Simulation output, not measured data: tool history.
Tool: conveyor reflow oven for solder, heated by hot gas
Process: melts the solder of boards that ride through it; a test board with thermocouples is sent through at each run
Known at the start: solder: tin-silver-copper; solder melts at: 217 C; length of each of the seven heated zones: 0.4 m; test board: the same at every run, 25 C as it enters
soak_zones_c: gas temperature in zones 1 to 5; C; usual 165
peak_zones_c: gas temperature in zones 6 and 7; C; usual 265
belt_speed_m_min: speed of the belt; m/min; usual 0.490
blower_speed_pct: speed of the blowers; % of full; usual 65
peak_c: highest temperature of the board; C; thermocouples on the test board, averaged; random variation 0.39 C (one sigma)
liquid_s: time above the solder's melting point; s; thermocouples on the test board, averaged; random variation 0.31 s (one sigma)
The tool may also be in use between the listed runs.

| run | hour | soak_zones_c | peak_zones_c | belt_speed_m_min | blower_speed_pct | peak_c | liquid_s |
|---|---|---|---|---|---|---|---|
| 1 | 0.0 | 165 | 265 | 0.490 | 65 | 248.0 | 66.3 |
| 2 | 24.3 | 180 | 265 | 0.490 | 65 | 250.3 | 75.5 |
| 3 | 43.0 | 165 | 265 | 0.490 | 50 | 242.5 | 58.4 |
| 4 | 72.8 | 165 | 265 | 0.490 | 50 | 243.2 | 58.4 |
| 5 | 88.9 | 165 | 265 | 0.490 | 50 | 243.0 | 58.3 |
| 6 | 116.8 | 165 | 265 | 0.490 | 50 | 242.1 | 58.6 |
| 7 | 153.7 | 165 | 265 | 0.432 | 50 | 246.5 | 73.4 |
| 8 | 182.0 | 165 | 265 | 0.558 | 65 | 242.6 | 51.0 |
|  | 203.4 | flux residue cleaned out of gas plates and filters |
| 9 | 204.0 | 165 | 265 | 0.558 | 65 | 244.4 | 53.7 |
| 10 | 241.2 | 165 | 265 | 0.490 | 65 | 248.4 | 67.2 |
| 11 | 268.0 | 165 | 265 | 0.490 | 65 | 248.0 | 67.1 |
| 12 | 298.5 | 165 | 265 | 0.490 | 65 | 248.1 | 67.3 |
| 13 | 315.3 | 165 | 265 | 0.490 | 65 | 247.8 | 67.4 |
| 14 | 349.8 | 165 | 265 | 0.490 | 65 | 248.1 | 66.8 |
| 15 | 378.0 | 152 | 265 | 0.490 | 65 | 245.4 | 59.1 |
| 16 | 393.8 | 165 | 258 | 0.490 | 65 | 241.2 | 59.4 |
| 17 | 423.6 | 157 | 280 | 0.421 | 65 | 265.3 | 92.9 |
| 18 | 461.1 | 165 | 265 | 0.490 | 68 | 247.9 | 67.4 |
| 19 | 480.9 | 165 | 265 | 0.507 | 68 | 246.7 | 62.9 |
| 20 | 500.7 | 165 | 265 | 0.479 | 65 | 248.2 | 68.9 |
| 21 | 538.9 | 151 | 259 | 0.479 | 85 | 244.3 | 62.0 |
| 22 | 562.3 | 151 | 259 | 0.570 | 85 | 238.8 | 43.8 |
| 23 | 595.9 | 157 | 255 | 0.489 | 64 | 236.4 | 48.2 |
| 24 | 628.8 | 157 | 255 | 0.489 | 64 | 235.8 | 48.3 |
| 25 | 658.8 | 157 | 255 | 0.489 | 57 | 234.1 | 44.0 |
|  | 669.2 | flux residue cleaned out of gas plates and filters |
| 26 | 681.4 | 151 | 263 | 0.490 | 65 | 243.2 | 57.5 |
| 27 | 702.0 | 151 | 263 | 0.490 | 65 | 244.2 | 56.8 |
| 28 | 730.8 | 151 | 274 | 0.394 | 77 | 262.6 | 96.6 |
| 29 | 756.7 | 151 | 274 | 0.394 | 77 | 262.7 | 97.7 |
| 30 | 795.0 | 165 | 268 | 0.454 | 65 | 252.3 | 78.1 |

4 ways to go on from here, each from the tool as it stands after run 30. What would each give?
| A | 816.0 | 165 | 278 | 0.431 | 84 | ? | ? |
| B | 816.0 | 165 | 253 | 0.490 | 80 | ? | ? |
| C | 816.0 | 173 | 255 | 0.452 | 65 | ? | ? |
| D | 816.0 | 158 | 265 | 0.546 | 65 | ? | ? |

| run | peak_c | liquid_s |
|---|---|---|
| A | 266.3 | 95.4 |
| B | 239.6 | 59.9 |
| C | 241.1 | 70.4 |
| D | 242.2 | 50.8 |
Without the tool's hidden state the same runs would have given:
| run | peak_c | liquid_s |
|---|---|---|
| A | 270.5 | 96.9 |
| B | 243.6 | 64.2 |
| C | 245.0 | 74.4 |
| D | 246.1 | 54.5 |
